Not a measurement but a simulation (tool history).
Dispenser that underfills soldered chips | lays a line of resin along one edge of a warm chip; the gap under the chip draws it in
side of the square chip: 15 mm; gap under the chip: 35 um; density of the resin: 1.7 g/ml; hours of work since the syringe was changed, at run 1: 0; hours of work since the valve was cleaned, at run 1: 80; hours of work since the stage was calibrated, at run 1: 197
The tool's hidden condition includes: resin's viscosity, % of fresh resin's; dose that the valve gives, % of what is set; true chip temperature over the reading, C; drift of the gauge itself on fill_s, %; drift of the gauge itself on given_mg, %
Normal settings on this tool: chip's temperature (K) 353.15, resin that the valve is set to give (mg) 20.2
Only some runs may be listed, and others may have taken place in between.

run   hour  chip's temperature (K)  resin that the valve is set to give (mg)  hours of work since the syringe was changed  hours of work since the valve was cleaned  hours of work since the stage was calibrated  time until the resin shows at the far edge (s)  resin that the valve gave (mg)
  1      0                  353.15                                      20.2                                            0                                         80                                           197                                           375.9                           18.89
  2    8.9                  354.15                                      20.2                                            7                                         87                                           204                                           458.5                           18.96
      12.5  -- new syringe of resin
  3   18.7                  353.15                                      20.2                                            5                                         94                                           211                                             448                           18.98
      25.5  -- new syringe of resin
  4   30.7                  353.15                                      20.2                                            4                                        103                                           220                                             443                           18.75
      38.3  -- dispensing valve cleaned and set on the balance
      39.7  -- new syringe of resin
  5   40.5                  353.15                                      20.2                                            1                                          1                                           227                                           380.9                           20.22
  6   50.8                  353.15                                      20.2                                            8                                          9                                           235                                           518.3                           20.16
        52  -- new syringe of resin
  7   63.3                  353.15                                      20.2                                            9                                         19                                           244                                           528.5                           19.77
      64.4  -- new syringe of resin
  8   71.9                  359.15                                      20.2                                            6                                         25                                           250                                           346.2                           19.76
        77  -- new syringe of resin
  9   83.3                  353.15                                      20.2                                            5                                         34                                           259                                           463.4                           19.79
      89.6  -- new syringe of resin
 10   89.6                  349.15                                      19.6                                            0                                         38                                           263                                           461.4                            19.1
 11   95.5                  347.15                                      23.4                                            5                                         43                                           268                                           600.2                           22.91
     102.8  -- new syringe of resin
 12  102.9                  347.15                                        22                                            0                                         48                                           273                                             505                           21.35
 13  111.3                  347.15                                      21.6                                            6                                         55                                           280                                             641                           20.66
     115.4  -- new syringe of resin
 14  121.5                  355.15                                      20.2                                            5                                         62                                           287                                           411.6                            19.2
       128  -- new syringe of resin
 15  133.7                  355.15                                      20.2                                            4                                         71                                           297                                             402                           19.25
     140.4  -- new syringe of resin
 16  140.4                  355.15                                      20.2                                            0                                         76                                           302                                           341.5                           19.08
 17  147.4                  364.15                                      17.4                                            5                                         82                                           307                                           281.6                           16.42
     153.1  -- new syringe of resin
 18  153.8                  366.15                                      18.4                                            1                                         86                                           312                                           218.3                           17.28

Below are 4 alternative next runs, each starting from the tool's condition after run 18. Predict each:
  A  163.1                  352.15                                      20.2                                            8                                         93                                           319                                               ?                               ?
  B  163.1                  341.15                                      21.2                                            8                                         93                                           319                                               ?                               ?
  C  163.1                  353.15                                      20.9                                            8                                         93                                           319                                               ?                               ?
  D  163.1                  341.15                                      20.2                                            8                                         93                                           319                                               ?                               ?

run  time until the resin shows at the far edge (s)  resin that the valve gave (mg)
  A                                           561.8                           18.79
  B                                           986.8                           19.57
  C                                           523.4                           19.45
  D                                           994.1                           18.77
With no hidden state in the tool, these same runs would have given:
run  time until the resin shows at the far edge (s)  resin that the valve gave (mg)
  A                                           373.1                           20.16
  B                                           654.1                              21
  C                                           348.4                           20.87
  D                                           657.2                           20.14

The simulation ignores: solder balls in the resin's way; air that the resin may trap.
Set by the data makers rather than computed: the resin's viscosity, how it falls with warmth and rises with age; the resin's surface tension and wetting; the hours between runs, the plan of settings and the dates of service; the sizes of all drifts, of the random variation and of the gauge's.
